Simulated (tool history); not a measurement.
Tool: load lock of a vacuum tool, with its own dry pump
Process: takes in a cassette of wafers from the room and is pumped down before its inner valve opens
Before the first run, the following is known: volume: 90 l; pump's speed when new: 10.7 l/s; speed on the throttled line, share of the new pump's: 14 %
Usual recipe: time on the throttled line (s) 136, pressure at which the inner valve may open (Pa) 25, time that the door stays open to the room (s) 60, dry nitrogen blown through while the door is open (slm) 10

| run | hour | time on the throttled line (s) | pressure at which the inner valve may open (Pa) | time that the door stays open to the room (s) | dry nitrogen blown through while the door is open (slm) | incoming humidity of the room's air, % | time from the closed door until the inner valve may open (s) | rise of the pressure with all valves shut (Pa/min) |
|---|---|---|---|---|---|---|---|---|
| 1 | 0 | 136 | 25 | 60 | 10 | 43.8 | 188.8 | 0.047 |
| 2 | 137.9 | 136 | 25 | 60 | 10 | 42.2 | 190 | 0.051 |
| 3 | 340.1 | 136 | 25 | 60 | 10 | 46 | 189.2 | 0.054 |
| 4 | 493.7 | 136 | 25 | 60 | 10 | 43.9 | 189.6 | 0.055 |
| 5 | 687.6 | 136 | 25 | 60 | 10 | 46.7 | 191.1 | 0.056 |
| 6 | 833.8 | 136 | 25 | 60 | 10 | 45.1 | 191.6 | 0.057 |
| 7 | 1023.9 | 136 | 25 | 60 | 10 | 45 | 191.5 | 0.063 |
| 8 | 1151.8 | 136 | 25 | 60 | 10 | 46.1 | 190.1 | 0.063 |

The next listed run, before its measurement:
| 9 | 1317.1 | 96 | 44 | 60 | 10 | 44.1 | ? | ? |

Logged for run 9: time from the closed door until the inner valve may open (s) 151.2, rise of the pressure with all valves shut (Pa/min) 0.065.
If the tool had no hidden condition, the same run with the same run-to-run variation would have returned time from the closed door until the inner valve may open (s) 147.1, rise of the pressure with all valves shut (Pa/min) 0.033.

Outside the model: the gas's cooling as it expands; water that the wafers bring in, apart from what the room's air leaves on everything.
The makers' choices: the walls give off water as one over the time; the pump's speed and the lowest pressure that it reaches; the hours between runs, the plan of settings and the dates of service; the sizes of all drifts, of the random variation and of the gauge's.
